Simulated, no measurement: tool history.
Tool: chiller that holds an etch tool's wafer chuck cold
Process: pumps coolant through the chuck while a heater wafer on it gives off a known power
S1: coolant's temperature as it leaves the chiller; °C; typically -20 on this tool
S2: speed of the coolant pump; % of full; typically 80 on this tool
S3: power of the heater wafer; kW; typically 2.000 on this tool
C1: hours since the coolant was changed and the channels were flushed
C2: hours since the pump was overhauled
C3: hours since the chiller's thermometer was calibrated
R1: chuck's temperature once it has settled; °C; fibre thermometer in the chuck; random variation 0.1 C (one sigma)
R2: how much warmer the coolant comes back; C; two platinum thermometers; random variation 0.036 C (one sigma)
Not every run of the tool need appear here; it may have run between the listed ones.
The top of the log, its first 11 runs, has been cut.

run    hour   S1  S2     S3    C1    C2    C3     R1    R2
 12  1813.6  -29  80  2.000  5976  2845   174  -11.2  6.90
 13  1960.1  -29  80  2.000  6122  2992   321  -11.2  6.86
 14  2136.7  -27  80  2.000  6299  3169   498   -8.9  6.89
 15  2295.2  -27  80  2.000  6458  3327   656   -9.1  6.95
 16  2421.7  -27  80  2.000  6584  3454   783   -8.9  6.98
 17  2607.7  -27  80  2.000  6770  3640   969   -8.9  6.92
 18  2708.2  -27  80  2.000  6870  3740  1069   -8.7  6.92
 19  2881.5  -27  80  2.000  7044  3913  1242   -8.7  6.97
     3029.3  -- coolant changed, channels flushed
 20  3049.0  -29  70  1.070    20  4075  1404  -19.9  4.36
 21  3263.4  -28  65  1.070   234  4289  1618  -18.1  4.71
 22  3454.0  -28  65  1.070   425  4480  1809  -18.1  4.80
 23  3621.4  -28  65  1.070   592  4647  1976  -18.1  4.68
 24  3730.6  -28  65  1.070   701  4757  2085  -18.0  4.73
 25  3905.4  -24  65  1.070   876  4931  2260  -14.1  4.70
 26  4034.4  -24  65  1.070  1005  5060  2389  -14.1  4.77
 27  4195.9  -21  65  1.434  1167  5222  2551   -7.6  6.34
 28  4395.5  -27  65  2.000  1366  5421  2750   -7.9  8.91
 29  4514.8  -27  65  2.000  1486  5541  2870   -8.0  8.94
 30  4605.0  -27  76  2.000  1576  5631  2960  -10.4  7.44
 31  4763.9  -28  80  2.577  1735  5790  3119   -7.4  9.17
 32  4944.6  -27  96  1.145  1915  5971  3299  -19.6  3.29
 33  5145.2  -12  60  2.000  2116  6171  3500    8.9  9.83

3 options for the next run, each taken on its own from the tool as it stands now. Forecast them:
  A  5271.5  -11  60  2.000  2242  6297  3626   ?   ?
  B  5271.5  -26  61  1.934  2242  6297  3626   ?   ?
  C  5271.5  -13  80  2.545  2242  6297  3626   ?   ?

run    R1    R2
  A   9.8  9.75
  B  -6.3  9.34
  C   7.6  9.13
Without the tool's unlogged condition, the same runs would have read:
run    R1    R2
  A   8.5  9.25
  B  -7.5  8.86
  C   6.3  8.66

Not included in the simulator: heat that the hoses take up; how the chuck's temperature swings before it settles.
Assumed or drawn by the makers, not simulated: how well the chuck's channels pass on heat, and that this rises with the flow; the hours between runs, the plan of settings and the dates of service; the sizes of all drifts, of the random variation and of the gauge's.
